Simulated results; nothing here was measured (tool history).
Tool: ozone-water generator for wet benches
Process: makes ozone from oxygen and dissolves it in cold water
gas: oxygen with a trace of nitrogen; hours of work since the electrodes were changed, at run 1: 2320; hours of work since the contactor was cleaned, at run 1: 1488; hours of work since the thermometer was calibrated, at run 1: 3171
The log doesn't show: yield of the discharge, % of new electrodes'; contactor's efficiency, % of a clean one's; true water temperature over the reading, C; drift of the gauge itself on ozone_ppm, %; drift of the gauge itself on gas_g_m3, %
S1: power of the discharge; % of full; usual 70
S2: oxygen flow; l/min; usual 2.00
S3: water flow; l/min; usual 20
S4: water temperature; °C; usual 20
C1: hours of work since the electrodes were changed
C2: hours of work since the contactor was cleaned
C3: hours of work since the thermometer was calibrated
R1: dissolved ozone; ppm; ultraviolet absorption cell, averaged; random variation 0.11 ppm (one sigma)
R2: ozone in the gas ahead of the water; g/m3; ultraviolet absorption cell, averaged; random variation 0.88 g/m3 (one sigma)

run    hour  S1    S2  S3  S4    C1    C2    C3    R1     R2
  1     0.0  70  2.00  20  20  2320  1488  3171   9.4  148.0
  2    94.8  70  2.00  20  18  2396  1564  3247   9.6  145.0
  3   165.8  70  2.00  26  18  2453  1621  3304   7.1  145.4
  4   256.7  70  2.00  20  20  2525  1694  3377   9.5  145.8
  5   316.1  70  2.00  20  20  2573  1742  3424   9.4  145.9
  6   398.9  70  2.00  15  20  2639  1808  3491  12.6  146.8
  7   490.9  70  2.00  15  20  2713  1882  3564  12.3  145.3
  8   560.4  70  2.00  15  20  2769  1938  3620  12.4  145.9
  9   625.6  70  2.00  15  20  2821  1990  3672  12.5  145.6
 10   665.9  70  2.00  20  13  2853  2022  3705  10.0  145.8
 11   734.6  70  2.00  20  13  2908  2077  3760   9.8  145.1
 12   777.0  70  2.09  28  17  2942  2111  3794   6.7  142.0
 13   825.2  41  2.72  19  14  2981  2150  3832   7.1   79.9
 14   919.2  60  1.52  24  21  3056  2225  3908   6.6  151.9
 15   989.6  60  2.13  32  18  3113  2282  3964   5.1  124.2
      998.4  -- contactor cleaned
 16  1062.8  60  1.54  14  18  3168    52  4019  11.5  151.4
 17  1117.6  60  1.54  14  18  3212    96  4063  11.3  149.7

How the hidden state differs across the entries between the runs, from the last listed run before each to the first after it:
Between runs 15 and 16: contactor cleaned (hour 998.4)
  contactor's efficiency, % of a clean one's: 99.9 -> 100
